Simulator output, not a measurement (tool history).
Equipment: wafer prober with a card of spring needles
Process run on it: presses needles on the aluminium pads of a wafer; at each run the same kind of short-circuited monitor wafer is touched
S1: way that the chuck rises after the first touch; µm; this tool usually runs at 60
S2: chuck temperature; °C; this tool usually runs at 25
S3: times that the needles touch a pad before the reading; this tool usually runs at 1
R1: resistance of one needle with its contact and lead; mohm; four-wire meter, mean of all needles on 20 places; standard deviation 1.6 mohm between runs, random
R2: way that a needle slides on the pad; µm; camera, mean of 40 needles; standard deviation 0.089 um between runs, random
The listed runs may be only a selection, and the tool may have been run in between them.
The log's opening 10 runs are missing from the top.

{"day": 5.017, "done": "tips cleaned on abrasive film"}
{"day": 5.562, "done": "tips cleaned on abrasive film"}
{"run": 11, "day": 5.575, "S1": 60, "S2": 25, "S3": 1, "R1": 162, "R2": 16.16}
{"day": 6.083, "done": "tips cleaned on abrasive film"}
{"run": 12, "day": 6.196, "S1": 60, "S2": 25, "S3": 1, "R1": 162, "R2": 15.99}
{"run": 13, "day": 6.529, "S1": 42, "S2": 25, "S3": 1, "R1": 185, "R2": 11.11}
{"day": 6.654, "done": "tips cleaned on abrasive film"}
{"day": 7.171, "done": "tips cleaned on abrasive film"}
{"run": 14, "day": 7.246, "S1": 60, "S2": 25, "S3": 1, "R1": 160, "R2": 16.09}
{"run": 15, "day": 7.612, "S1": 55, "S2": 25, "S3": 1, "R1": 173, "R2": 14.6}
{"day": 7.692, "done": "tips cleaned on abrasive film"}
{"day": 8.233, "done": "tips cleaned on abrasive film"}
{"run": 16, "day": 8.421, "S1": 55, "S2": 25, "S3": 1, "R1": 169, "R2": 14.67}
{"day": 8.779, "done": "tips cleaned on abrasive film"}
{"run": 17, "day": 8.988, "S1": 60, "S2": 51, "S3": 2, "R1": 169, "R2": 15.83}
{"day": 9.304, "done": "tips cleaned on abrasive film"}
{"run": 18, "day": 9.683, "S1": 75, "S2": 32, "S3": 2, "R1": 161, "R2": 20.03}
{"day": 9.871, "done": "tips cleaned on abrasive film"}
{"run": 19, "day": 10.362, "S1": 74, "S2": 80, "S3": 1, "R1": 173, "R2": 19.8}
{"day": 10.408, "done": "tips cleaned on abrasive film"}
{"run": 20, "day": 10.754, "S1": 48, "S2": 97, "S3": 1, "R1": 191, "R2": 12.68}
{"day": 10.958, "done": "tips cleaned on abrasive film"}
{"day": 11.508, "done": "tips cleaned on abrasive film"}
{"run": 21, "day": 11.508, "S1": 48, "S2": 97, "S3": 1, "R1": 179, "R2": 12.38}
{"day": 12.067, "done": "tips cleaned on abrasive film"}
{"run": 22, "day": 12.121, "S1": 69, "S2": 64, "S3": 1, "R1": 167, "R2": 18.14}
{"day": 12.621, "done": "tips cleaned on abrasive film"}
{"run": 23, "day": 12.871, "S1": 69, "S2": 64, "S3": 1, "R1": 170, "R2": 18.19}
{"day": 13.154, "done": "tips cleaned on abrasive film"}
{"run": 24, "day": 13.412, "S1": 61, "S2": 37, "S3": 1, "R1": 169, "R2": 15.83}
{"day": 13.712, "done": "tips cleaned on abrasive film"}
{"run": 25, "day": 14.158, "S1": 61, "S2": 37, "S3": 1, "R1": 173, "R2": 15.83}
{"day": 14.238, "done": "tips cleaned on abrasive film"}
{"run": 26, "day": 14.733, "S1": 60, "S2": 27, "S3": 1, "R1": 170, "R2": 15.52}
{"day": 14.792, "done": "tips cleaned on abrasive film"}
{"day": 15.346, "done": "tips cleaned on abrasive film"}
{"run": 27, "day": 15.412, "S1": 60, "S2": 39, "S3": 1, "R1": 166, "R2": 15.64}
{"day": 15.883, "done": "tips cleaned on abrasive film"}
{"run": 28, "day": 15.908, "S1": 60, "S2": 39, "S3": 1, "R1": 163, "R2": 15.67}
{"day": 16.421, "done": "tips cleaned on abrasive film"}
{"run": 29, "day": 16.708, "S1": 60, "S2": 25, "S3": 2, "R1": 165, "R2": 15.56}
{"day": 16.942, "done": "tips cleaned on abrasive film"}
{"day": 17.008, "done": "height of the first contact set anew"}
{"run": 30, "day": 17.071, "S1": 60, "S2": 25, "S3": 2, "R1": 161, "R2": 16.7}
{"day": 17.479, "done": "tips cleaned on abrasive film"}
{"run": 31, "day": 17.662, "S1": 62, "S2": 29, "S3": 2, "R1": 162, "R2": 17.17}

Below are 4 alternative next runs, each starting from the tool's condition after run 31. Predict each:
{"day": 18.012, "done": "tips cleaned on abrasive film"}
{"run": "A", "day": 18.267, "S1": 56, "S2": 101, "S3": 1, "R1": "?", "R2": "?"}
{"day": 18.012, "done": "tips cleaned on abrasive film"}
{"run": "B", "day": 18.267, "S1": 69, "S2": 25, "S3": 1, "R1": "?", "R2": "?"}
{"day": 18.012, "done": "tips cleaned on abrasive film"}
{"run": "C", "day": 18.267, "S1": 49, "S2": 41, "S3": 2, "R1": "?", "R2": "?"}
{"day": 18.012, "done": "tips cleaned on abrasive film"}
{"run": "D", "day": 18.267, "S1": 43, "S2": 44, "S3": 2, "R1": "?", "R2": "?"}

run=A R1=181 R2=15.37
run=B R1=162 R2=19
run=C R1=172 R2=13.57
run=D R1=178 R2=11.82
With no hidden state in the tool, these same runs would have given:
run=A R1=171 R2=15.43
run=B R1=156 R2=19.06
run=C R1=164 R2=13.63
run=D R1=168 R2=11.88

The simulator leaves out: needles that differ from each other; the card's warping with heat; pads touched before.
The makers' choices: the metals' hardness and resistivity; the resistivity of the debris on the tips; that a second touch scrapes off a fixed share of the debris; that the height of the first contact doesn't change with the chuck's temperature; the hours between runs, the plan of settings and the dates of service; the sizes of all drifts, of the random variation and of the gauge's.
